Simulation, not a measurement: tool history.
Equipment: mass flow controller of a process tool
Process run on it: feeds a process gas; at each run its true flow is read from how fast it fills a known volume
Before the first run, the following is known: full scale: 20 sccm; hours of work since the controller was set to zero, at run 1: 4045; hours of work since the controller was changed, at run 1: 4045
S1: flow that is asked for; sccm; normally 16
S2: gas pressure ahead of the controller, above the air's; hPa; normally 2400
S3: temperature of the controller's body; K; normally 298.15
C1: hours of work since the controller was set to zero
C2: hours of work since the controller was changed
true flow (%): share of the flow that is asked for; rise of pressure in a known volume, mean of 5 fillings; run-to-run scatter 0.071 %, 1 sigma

run 1 hour=0 | S1=16 S2=2400 S3=298.15 | C1=4045 C2=4045 | true_flow_(%)=99.58
run 2 hour=214 | S1=16 S2=2400 S3=298.15 | C1=4150 C2=4150 | true_flow_(%)=99.55
run 3 hour=413.9 | S1=16 S2=2400 S3=298.15 | C1=4248 C2=4248 | true_flow_(%)=99.7
run 4 hour=638 | S1=16 S2=2400 S3=302.15 | C1=4357 C2=4357 | true_flow_(%)=99.38
run 5 hour=810.5 | S1=6 S2=2400 S3=298.15 | C1=4442 C2=4442 | true_flow_(%)=99.44
run 6 hour=981.6 | S1=6 S2=2400 S3=298.15 | C1=4526 C2=4526 | true_flow_(%)=99.48
run 7 hour=1103.2 | S1=6 S2=2400 S3=298.15 | C1=4585 C2=4585 | true_flow_(%)=99.65
run 8 hour=1217.5 | S1=6 S2=2400 S3=298.15 | C1=4641 C2=4641 | true_flow_(%)=99.69
run 9 hour=1324.8 | S1=6 S2=2400 S3=298.15 | C1=4694 C2=4694 | true_flow_(%)=99.68
run 10 hour=1550 | S1=16 S2=2400 S3=296.15 | C1=4804 C2=4804 | true_flow_(%)=100.63
run 11 hour=1777.6 | S1=4 S2=2400 S3=298.15 | C1=4915 C2=4915 | true_flow_(%)=99.85
run 12 hour=1917.2 | S1=16 S2=2400 S3=298.15 | C1=4983 C2=4983 | true_flow_(%)=100.59
run 13 hour=2078.4 | S1=16 S2=2400 S3=298.15 | C1=5062 C2=5062 | true_flow_(%)=100.67
-- hour=2140.4 gauge calibrated
run 14 hour=2318.4 | S1=16 S2=2400 S3=298.15 | C1=5180 C2=5180 | true_flow_(%)=99.61
run 15 hour=2484.9 | S1=16 S2=2400 S3=298.15 | C1=5261 C2=5261 | true_flow_(%)=99.81
run 16 hour=2735.8 | S1=16 S2=2400 S3=298.15 | C1=5384 C2=5384 | true_flow_(%)=99.83
run 17 hour=2945.3 | S1=16 S2=2400 S3=298.15 | C1=5487 C2=5487 | true_flow_(%)=100.04
run 18 hour=3074.5 | S1=16 S2=2400 S3=298.15 | C1=5550 C2=5550 | true_flow_(%)=100.07
run 19 hour=3200.8 | S1=16 S2=2400 S3=310.15 | C1=5612 C2=5612 | true_flow_(%)=98.79
run 20 hour=3349 | S1=6 S2=2400 S3=310.15 | C1=5684 C2=5684 | true_flow_(%)=98.38
run 21 hour=3545.5 | S1=16 S2=2400 S3=298.15 | C1=5781 C2=5781 | true_flow_(%)=100.29
run 22 hour=3789.8 | S1=16 S2=2400 S3=298.15 | C1=5900 C2=5900 | true_flow_(%)=100.33
run 23 hour=4012 | S1=16 S2=2400 S3=298.15 | C1=6009 C2=6009 | true_flow_(%)=100.54
run 24 hour=4153 | S1=16 S2=2400 S3=298.15 | C1=6078 C2=6078 | true_flow_(%)=100.76
run 25 hour=4367.1 | S1=16 S2=2400 S3=293.15 | C1=6183 C2=6183 | true_flow_(%)=101.21
run 26 hour=4610.8 | S1=16 S2=2490 S3=293.15 | C1=6302 C2=6302 | true_flow_(%)=101.28
run 27 hour=4724.7 | S1=2 S2=1590 S3=309.15 | C1=6358 C2=6358 | true_flow_(%)=99.47
run 28 hour=4893.6 | S1=2 S2=1590 S3=309.15 | C1=6440 C2=6440 | true_flow_(%)=99.61
run 29 hour=5026.4 | S1=18 S2=2400 S3=298.15 | C1=6505 C2=6505 | true_flow_(%)=101.19
-- hour=5105 gauge calibrated
run 30 hour=5271.2 | S1=16 S2=2400 S3=306.15 | C1=6625 C2=6625 | true_flow_(%)=98.75
run 31 hour=5484.1 | S1=16 S2=2400 S3=306.15 | C1=6729 C2=6729 | true_flow_(%)=98.88
run 32 hour=5685.6 | S1=16 S2=1880 S3=311.15 | C1=6828 C2=6828 | true_flow_(%)=98.7

Estimate the outcome of run 33 from the log above:
run 33 hour=5921 | S1=16 S2=1880 S3=311.15 | C1=6943 C2=6943 | true_flow_(%)=?

{"run 33": {"true flow (%)": 98.86}}
With the hidden condition absent and the run-to-run variation left alone, this run would have shown true flow (%) 98.42.
